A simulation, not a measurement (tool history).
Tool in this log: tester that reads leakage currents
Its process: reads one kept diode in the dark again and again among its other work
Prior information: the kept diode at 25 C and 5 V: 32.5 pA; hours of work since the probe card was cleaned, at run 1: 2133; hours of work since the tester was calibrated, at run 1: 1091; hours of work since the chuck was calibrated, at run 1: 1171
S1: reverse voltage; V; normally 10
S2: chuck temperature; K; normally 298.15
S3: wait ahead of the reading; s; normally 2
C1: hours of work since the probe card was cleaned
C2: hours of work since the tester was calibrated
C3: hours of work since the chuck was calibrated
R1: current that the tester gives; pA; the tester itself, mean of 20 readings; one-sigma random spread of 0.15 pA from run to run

| run | hour | S1 | S2 | S3 | C1 | C2 | C3 | R1 |
|---|---|---|---|---|---|---|---|---|
| 1 | 0 | 10 | 298.15 | 2 | 2133 | 1091 | 1171 | 67.99 |
| 2 | 59.6 | 1.1 | 298.15 | 2 | 2180 | 1137 | 1217 | 21.27 |
| 3 | 123.2 | 1.1 | 298.15 | 2 | 2230 | 1187 | 1267 | 21.32 |
| 4 | 183 | 1.1 | 298.15 | 9.83 | 2277 | 1234 | 1314 | 21.28 |
|  | 189.4 | chuck's temperature calibrated |
| 5 | 237.2 | 10 | 305.15 | 2 | 2317 | 1275 | 37 | 96.46 |
|  | 244.9 | probe card cleaned and baked |
| 6 | 276.7 | 10 | 305.15 | 2 | 25 | 1303 | 66 | 106.13 |
| 7 | 307.7 | 10 | 305.15 | 2 | 49 | 1327 | 90 | 106.63 |
| 8 | 363.9 | 10 | 305.15 | 2 | 93 | 1371 | 134 | 107.01 |
| 9 | 408.1 | 10 | 305.15 | 2 | 128 | 1406 | 169 | 107.44 |
| 10 | 445.2 | 10 | 328.15 | 0.6 | 157 | 1435 | 198 | 524.04 |
|  | 461.5 | probe card cleaned and baked, once more |
| 11 | 510.5 | 1.9 | 323.15 | 2 | 38 | 1484 | 246 | 159.82 |
| 12 | 564.7 | 1.9 | 323.15 | 0.69 | 81 | 1526 | 289 | 162.39 |
| 13 | 619.5 | 2.2 | 308.15 | 7.14 | 124 | 1569 | 332 | 54.86 |
| 14 | 694.5 | 3.8 | 319.15 | 2 | 182 | 1627 | 390 | 168.46 |

What does the tool deliver on the next run?
| 15 | 764.8 | 10 | 309.15 | 0.34 | 237 | 1682 | 445 | ? |

For run 15 the tool returned R1 129.92 pA.
With the hidden condition absent and the run-to-run variation left alone, this run would have shown R1 120.63 pA.
